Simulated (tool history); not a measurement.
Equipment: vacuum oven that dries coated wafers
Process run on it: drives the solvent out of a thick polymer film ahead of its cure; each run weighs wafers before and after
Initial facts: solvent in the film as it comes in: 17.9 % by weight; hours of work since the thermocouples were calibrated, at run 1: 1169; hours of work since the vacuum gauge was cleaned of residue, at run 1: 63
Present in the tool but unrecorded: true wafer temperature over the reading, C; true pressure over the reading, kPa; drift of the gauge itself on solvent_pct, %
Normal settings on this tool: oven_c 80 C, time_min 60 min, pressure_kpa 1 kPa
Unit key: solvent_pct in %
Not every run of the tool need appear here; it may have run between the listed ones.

run,day,oven_c,time_min,pressure_kpa,hours of work since the thermocouples were calibrated,hours of work since the vacuum gauge was cleaned of residue,solvent_pct
1,0,80,60,1,1169,63,1.12
2,0.342,80,60,1,1175,69,1.12
3,0.625,80,60,1,1181,74,1.1
4,0.883,80,60,1,1185,79,1.12
5,1.354,80,60,1,1194,87,1.13
6,1.7,80,60,1,1200,93,1.14
7,1.996,80,85,1,1205,99,0.56
8,2.25,80,85,1,1210,103,0.54
9,2.617,80,31,1,1217,110,3.66
10,3.121,88,60,1,1226,119,0.46
11,3.583,88,60,1,1234,128,0.41
12,4.071,88,60,1,1243,136,0.42
13,4.583,80,46,1,1252,146,1.95
14,4.862,80,46,1,1257,151,1.95
15,5.292,80,44,0.97,1265,159,2.07
16,5.788,77,60,2.79,1274,168,2.05
17,6.138,77,60,1.63,1281,174,1.71
18,6.383,77,60,1.63,1285,178,1.76
19,6.654,67,34,0.59,1290,183,6.61
20,6.979,80,60,0.79,1296,189,1.09
# day 7.217: oven's thermocouples calibrated
21,7.396,80,45,0.97,3,195,2.01
22,7.733,79,37,0.53,9,201,2.93
23,8,89,60,1.14,14,206,0.39

5 ways to go on from here, each from the tool as it stands after run 23. What would each give?
A,8.521,93,60,1,24,216,?
B,8.521,73,60,1,24,216,?
C,8.521,79,74,3.51,24,216,?
D,8.521,80,48,1,24,216,?
E,8.521,75,60,1,24,216,?

run,solvent_pct
A,0.23
B,2.31
C,1.45
D,1.8
E,1.93
The same runs, with their run-to-run variation unchanged, on a tool lacking any hidden condition would have given:
run,solvent_pct
A,0.23
B,2.31
C,1.45
D,1.8
E,1.93
